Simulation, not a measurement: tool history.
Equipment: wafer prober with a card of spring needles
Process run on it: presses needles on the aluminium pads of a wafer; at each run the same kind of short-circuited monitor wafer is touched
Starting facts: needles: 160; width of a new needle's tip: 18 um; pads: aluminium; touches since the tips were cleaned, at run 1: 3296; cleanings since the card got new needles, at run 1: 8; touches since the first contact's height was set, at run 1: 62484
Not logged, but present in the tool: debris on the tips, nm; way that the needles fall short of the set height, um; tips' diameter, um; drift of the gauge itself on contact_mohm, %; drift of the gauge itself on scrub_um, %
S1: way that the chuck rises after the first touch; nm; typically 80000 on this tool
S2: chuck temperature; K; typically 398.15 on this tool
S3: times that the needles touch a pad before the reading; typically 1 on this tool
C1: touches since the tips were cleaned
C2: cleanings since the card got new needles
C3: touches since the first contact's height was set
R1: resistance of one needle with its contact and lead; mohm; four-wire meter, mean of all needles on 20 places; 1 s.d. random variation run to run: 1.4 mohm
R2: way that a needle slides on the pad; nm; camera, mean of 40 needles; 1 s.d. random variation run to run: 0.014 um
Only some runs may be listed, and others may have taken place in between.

run   hour     S1      S2  S3    C1  C2     C3   R1     R2
  1      0  80000  398.15   1  3296   8  62484  127  11050
       7.7  -- tips cleaned on abrasive film
      20.6  -- height of the first contact set anew
      22.4  -- tips cleaned on abrasive film
  2   32.3  80000  398.15   2  5063  10   5883  125  11030
      37.8  -- tips cleaned on abrasive film
      52.2  -- tips cleaned on abrasive film
  3   58.1  80000  398.15   2  3016  12  18964  121  11030
      66.8  -- tips cleaned on abrasive film
        82  -- tips cleaned on abrasive film
  4   82.3  80000  398.15   2   154  14  31218  125  10990
      96.8  -- tips cleaned on abrasive film
     111.6  -- tips cleaned on abrasive film
  5  114.8  80000  398.15   2  1633  16  47726  127  10990
     126.7  -- tips cleaned on abrasive film
  6  135.8  88000  398.15   1  4646  17  58390  122  12090
     139.5  -- tips cleaned on abrasive film
     152.4  -- tips cleaned on abrasive film
  7  160.1  71000  378.15   2  3917  19  70675  126   9740
     165.8  -- tips cleaned on abrasive film
     166.1  -- height of the first contact set anew
     178.9  -- tips cleaned on abrasive film
  8  187.1  66000  334.15   2  4162  21  10670  120   9070
     192.8  -- tips cleaned on abrasive film
  9  203.1  69000  398.15   1  5268  22  18797  128   9470
       206  -- tips cleaned on abrasive film
     221.2  -- tips cleaned on abrasive film
 10  221.2  93000  398.15   2     0  24  27938  120  12750
       236  -- tips cleaned on abrasive film
 11  246.5  93000  398.15   2  5349  25  40783  121  12770
     250.3  -- tips cleaned on abrasive film
     263.8  -- tips cleaned on abrasive film
 12  263.8  93000  398.15   2     0  27  49525  122  12750

What if the next run were any one of these 4? Each begins from the tool's condition after run 12:
     279.3  -- tips cleaned on abrasive film
  A  281.1  89000  309.15   2  930  28  58333   ?   ?
     279.3  -- tips cleaned on abrasive film
  B  281.1  93000  325.15   2  930  28  58333   ?   ?
     279.3  -- tips cleaned on abrasive film
  C  281.1  66000  398.15   2  930  28  58333   ?   ?
     279.3  -- tips cleaned on abrasive film
  D  281.1  93000  398.15   2  930  28  58333   ?   ?

run   R1     R2
  A  112  12190
  B  111  12730
  C  131   9040
  D  123  12750
Stripped of hidden state, with their random variation kept, the same runs would have yielded:
run   R1     R2
  A  112  12270
  B  111  12810
  C  131   9100
  D  123  12830
